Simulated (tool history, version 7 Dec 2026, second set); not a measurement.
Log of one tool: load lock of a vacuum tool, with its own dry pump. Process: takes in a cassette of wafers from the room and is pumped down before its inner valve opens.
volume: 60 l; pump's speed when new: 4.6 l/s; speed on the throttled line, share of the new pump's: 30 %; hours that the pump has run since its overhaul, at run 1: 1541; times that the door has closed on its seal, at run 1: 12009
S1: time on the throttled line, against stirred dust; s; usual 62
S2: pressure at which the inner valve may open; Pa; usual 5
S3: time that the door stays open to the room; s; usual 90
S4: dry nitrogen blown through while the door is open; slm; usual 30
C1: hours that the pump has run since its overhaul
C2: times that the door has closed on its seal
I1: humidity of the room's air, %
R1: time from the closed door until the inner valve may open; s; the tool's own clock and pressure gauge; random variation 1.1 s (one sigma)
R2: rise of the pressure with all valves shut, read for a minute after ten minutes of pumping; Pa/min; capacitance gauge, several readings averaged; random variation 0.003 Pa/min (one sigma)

run      day  S1  S2   S3  S4     C1     C2    I1     R1     R2
  1        0  62   5   90  30   1541  12009  45.1  180.1  0.279
  2   13.383  62   5   90  30   1862  12718  47.7    179  0.303
  3   23.962  62   5   90  30   2116  13279  47.5  181.4   0.31
  4   40.833  62   5   90  30   2521  14172  42.8  182.8  0.343
  5    56.75  62   5   90  30   2903  15016  43.7  181.8  0.384
  6   68.721  62   5   90  30   3190  15650  45.8  183.7  0.406
  7   81.667  62   5   90  30   3501  16336  44.3  184.7  0.433
  8   94.579  62   5   90  30   3811  17020  45.6  189.8  0.465
  9  109.167  62   5   90  30   4161  17793    43  186.9  0.499
 10  117.642  62   5   90  30   4364  18242  39.7  188.8  0.516
 11  124.642  86   5   90  30   4532  18613    45  204.7  0.528
 12  134.962  86   5   90  30   4780  19160  46.7    203  0.567
 13  143.146  62   5   90  30   4977  19594  46.2  189.9  0.581
 14      156  62   5   90  30   5285  20275  42.7  193.3  0.624
 15  164.096  62   5   90  30   5479  20704  44.9  195.9  0.632
 16  173.862  62   5   90  30   5714  21222  45.3  194.2  0.662
     181.038  -- door's seal changed, seat wiped
 17  181.038  50   5   90  30   5884      0  41.9  187.5  0.016
 18  197.329  50   5   90  30   6275    864  46.1  187.6   0.03
 19  205.583  62   9   42  30   6474   1301    46  187.7   0.03
 20  218.842  62   9   42  30   6792   2004  44.1  189.4  0.034
 21  233.121  62   9   72  30   7134   2760  43.3  192.4  0.049
 22  241.333  79   9   31  33   7332   3195  46.6  202.3  0.047
 23  254.371  56   9   33  13   7644   3886  46.2  187.4  0.061
 24  264.708  76   5   33   8   7893   4434  43.8  211.6  0.088
 25  277.662  76   8   33  19   8203   5121  43.6  204.2  0.091
 26  289.488  76   8   58  13   8487   5747  40.4  208.7   0.11
 27  298.483  62   5   67  30   8703   6224    44  206.2  0.119
 28  313.725  62   5   67  30   9069   7031  46.6  210.1  0.125
 29  328.483  62   5   67  30   9423   7813  41.2  208.2  0.145
 30  338.429  62   5   67  30   9662   8341  47.4  212.5  0.156
 31  352.562  35   9  163  30  10001   9089  41.3  187.2  0.194
 32  361.371  62   5   39  17  10212   9556  44.1  215.9  0.191
     364.096  -- dry pump taken out, an overhauled one fitted
 33  378.525  39   7  193   8    346  10452  46.3  153.1  0.257
 34  395.375  39   7   39   8    751  11345  47.7  154.4  0.251
 35  412.079  62   5   26  25   1152  12230  48.5  176.2  0.277
 36  424.962  58   5   90  10   1461  12913  43.5  174.9   0.32

The same runs without the tool's hidden state, with the same run-to-run variation:
The hidden state here: pump's speed, % of a new pump's; leak at the door's seal, Pa l/s; drift of the gauge itself on ready_s, %; drift of the gauge itself on rise_pa_min, %.
run     R1     R2
  1  176.2  0.022
  2  174.2  0.021
  3  175.8  0.017
  4  175.6  0.018
  5  173.3  0.022
  6  174.2  0.017
  7  174.1  0.015
  8  177.8  0.014
  9  173.8   0.02
 10  174.9  0.019
 11  190.9  0.013
 12  188.7  0.021
 13  173.9   0.02
 14  175.7   0.02
 15  177.4  0.018
 16  175.1  0.016
 17  167.3  0.016
 18  165.8  0.022
 19  167.5  0.017
 20  167.9  0.013
 21  169.3  0.018
 22  179.7   0.01
 23  162.2  0.014
 24  184.4  0.029
 25  177.4  0.019
 26  180.2  0.023
 27  174.1  0.022
 28  176.1  0.014
 29  173.1  0.017
 30  175.6  0.013
 31  148.9  0.031
 32    176  0.015
 33  153.8  0.057
 34  153.9  0.025
 35  174.8   0.02
 36  172.1  0.037
